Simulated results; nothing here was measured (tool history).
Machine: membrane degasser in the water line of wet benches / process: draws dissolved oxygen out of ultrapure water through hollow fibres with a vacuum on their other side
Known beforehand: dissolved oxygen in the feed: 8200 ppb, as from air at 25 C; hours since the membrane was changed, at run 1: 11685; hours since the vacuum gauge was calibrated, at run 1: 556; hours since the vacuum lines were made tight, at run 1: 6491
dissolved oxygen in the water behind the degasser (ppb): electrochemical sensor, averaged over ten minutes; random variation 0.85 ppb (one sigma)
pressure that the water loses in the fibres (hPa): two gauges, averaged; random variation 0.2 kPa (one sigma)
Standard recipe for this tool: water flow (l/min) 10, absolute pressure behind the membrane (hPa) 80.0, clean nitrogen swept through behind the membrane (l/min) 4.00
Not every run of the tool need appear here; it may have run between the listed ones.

run    hour  water flow (l/min)  absolute pressure behind the membrane (hPa)  clean nitrogen swept through behind the membrane (l/min)  hours since the membrane was changed  hours since the vacuum gauge was calibrated  hours since the vacuum lines were made tight  dissolved oxygen in the water behind the degasser (ppb)  pressure that the water loses in the fibres (hPa)
  1     0.0                  10                                         80.0                                                      4.00                                 11685                                          556                                          6491                                                     91.5                                              472.3
  2   242.5                  10                                        102.4                                                      4.00                                 11928                                          798                                          6733                                                    104.8                                              472.2
  3   585.2                  10                                        102.4                                                      4.00                                 12270                                         1141                                          7076                                                    104.8                                              468.9
  4   870.2                  10                                        102.4                                                      4.00                                 12555                                         1426                                          7361                                                    106.9                                              474.8
  5  1016.4                  10                                        102.4                                                      4.00                                 12701                                         1572                                          7507                                                    105.5                                              470.4
  6  1292.5                  10                                         80.0                                                      4.00                                 12978                                         1848                                          7783                                                     90.9                                              468.6
  7  1612.9                  10                                         80.0                                                      4.00                                 13298                                         2169                                          8104                                                     93.5                                              473.7
  8  1763.6                  10                                         80.0                                                      4.00                                 13449                                         2319                                          8254                                                     92.2                                              472.0
  9  2012.7                  10                                         80.0                                                      4.00                                 13698                                         2568                                          8503                                                     92.9                                              471.3
 10  2181.8                  10                                         80.0                                                      4.00                                 13867                                         2737                                          8673                                                     92.9                                              473.8
 11  2365.7                   6                                         80.0                                                      4.00                                 14051                                         2921                                          8856                                                     24.7                                              285.0
 12  2709.4                  10                                         59.2                                                      4.00                                 14394                                         3265                                          9200                                                     81.9                                              472.9
 13  2995.9                  10                                         59.2                                                      4.00                                 14681                                         3552                                          9487                                                     81.5                                              471.2
 14  3335.0                  10                                         59.2                                                      4.00                                 15020                                         3891                                          9826                                                     83.0                                              474.8
 15  3573.8                  10                                         59.2                                                      4.00                                 15259                                         4130                                         10065                                                     81.6                                              476.8
 16  3752.9                  10                                         73.5                                                      5.52                                 15438                                         4309                                         10244                                                     85.1                                              473.3
 17  4078.9                   7                                        192.2                                                      3.90                                 15764                                         4635                                         10570                                                     88.8                                              334.0
     4379.8  -- vacuum gauge calibrated
 18  4379.8                   7                                        192.2                                                      3.90                                 16064                                            0                                         10870                                                     88.1                                              334.0
 19  4691.0                  10                                         74.4                                                      4.00                                 16376                                          311                                         11181                                                     91.4                                              474.6
 20  4849.1                  10                                         80.0                                                      2.04                                 16534                                          469                                         11339                                                    126.2                                              476.4
 21  5049.2                  13                                         59.1                                                      4.00                                 16734                                          669                                         11539                                                    190.5                                              624.2
 22  5244.7                  13                                         59.1                                                      4.00                                 16929                                          865                                         11735                                                    189.7                                              622.9
 23  5422.1                  13                                         59.1                                                      4.00                                 17107                                         1042                                         11912                                                    189.1                                              620.2
 24  5597.3                  10                                        198.4                                                      9.08                                 17282                                         1218                                         12088                                                    112.4                                              473.1
 25  5856.8                  12                                         64.2                                                      9.08                                 17541                                         1477                                         12347                                                    141.6                                              575.1
 26  6158.0                  10                                         64.4                                                      7.46                                 17843                                         1778                                         12648                                                     78.8                                              479.7
 27  6367.3                   7                                         80.0                                                     10.71                                 18052                                         1988                                         12858                                                     21.8                                              334.3
 28  6673.2                  16                                         61.7                                                     10.71                                 18358                                         2293                                         13163                                                    327.4                                              772.6

5 options for the next run, each taken on its own from the tool as it stands now. Forecast them:
  A  6885.7                  10                                         67.0                                                      4.00                                 18570                                         2506                                         13376                                                        ?                                                  ?
  B  6885.7                  14                                         56.9                                                      8.24                                 18570                                         2506                                         13376                                                        ?                                                  ?
  C  6885.7                  14                                         80.0                                                      3.06                                 18570                                         2506                                         13376                                                        ?                                                  ?
  D  6885.7                  12                                        113.3                                                      3.62                                 18570                                         2506                                         13376                                                        ?                                                  ?
  E  6885.7                   9                                         80.0                                                      4.00                                 18570                                         2506                                         13376                                                        ?                                                  ?

run  dissolved oxygen in the water behind the degasser (ppb)  pressure that the water loses in the fibres (hPa)
  A                                                     89.2                                              483.3
  B                                                    225.5                                              671.8
  C                                                    271.2                                              678.9
  D                                                    198.5                                              577.6
  E                                                     73.2                                              437.1
What these runs would have given with no unlogged condition in the tool:
run  dissolved oxygen in the water behind the degasser (ppb)  pressure that the water loses in the fibres (hPa)
  A                                                     70.1                                              454.4
  B                                                    180.2                                              631.2
  C                                                    224.0                                              638.0
  D                                                    165.0                                              542.8
  E                                                     58.6                                              410.9

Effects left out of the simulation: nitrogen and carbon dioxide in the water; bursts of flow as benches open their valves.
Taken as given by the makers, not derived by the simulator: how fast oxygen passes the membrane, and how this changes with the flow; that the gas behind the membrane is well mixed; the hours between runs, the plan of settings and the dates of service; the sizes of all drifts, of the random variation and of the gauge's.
